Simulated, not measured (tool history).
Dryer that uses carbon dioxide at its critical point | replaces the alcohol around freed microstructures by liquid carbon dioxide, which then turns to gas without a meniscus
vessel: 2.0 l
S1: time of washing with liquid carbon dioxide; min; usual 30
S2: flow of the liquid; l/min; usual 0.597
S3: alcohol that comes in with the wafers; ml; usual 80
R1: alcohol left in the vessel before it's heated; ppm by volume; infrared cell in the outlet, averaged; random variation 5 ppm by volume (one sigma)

run	hour	S1	S2	S3	R1
1	0	30	0.597	80	188
2	70.6	24	0.597	80	292
3	127.2	30	0.372	80	590
# hour 162.9: purifier's bed changed
4	166.8	30	0.597	80	33
5	211.9	30	0.919	80	14
6	272.6	30	0.597	28	34
# hour 333.7: inlet filter changed
7	344.1	30	0.597	28	43
8	374.1	30	0.597	28	35
9	430	30	0.597	97	65
10	481.5	30	0.657	80	48
11	510.7	30	0.657	80	51
12	550.6	37	0.597	80	56
13	618.1	37	0.597	80	56
14	646.6	45	0.597	80	59
15	707.1	30	0.597	80	85
16	764.5	30	0.597	80	104
17	809.4	30	0.597	80	110
18	857	30	0.597	80	123
19	905.9	30	0.597	80	121
20	959.9	30	0.597	30	109
# hour 992.9: inlet filter changed
21	1003.3	30	0.597	30	112
22	1061	27	0.999	30	100
23	1113.1	24	0.635	30	142
24	1178.8	30	0.597	86	145
25	1225.3	30	0.597	86	160
26	1274.9	24	0.54	96	369
27	1311.1	26	1.005	29	141
28	1341.3	36	1.005	96	137
29	1375	36	1.005	96	147
30	1428	30	0.762	80	161
31	1490.6	35	0.809	80	154
32	1520.6	35	0.809	80	164
33	1564.5	29	0.809	98	174
34	1603.5	30	0.681	22	173

3 ways to go on from here, each from the tool as it stands after run 34. What would each give?
# hour 1652.1: inlet filter changed
A	1668.1	29	0.891	25	?
# hour 1652.1: inlet filter changed
B	1668.1	30	0.681	63	?
# hour 1652.1: inlet filter changed
C	1668.1	27	0.954	80	?

run	R1
A	180
B	180
C	188
Without the tool's hidden state the same runs would have given:
run	R1
A	8
B	13
C	12
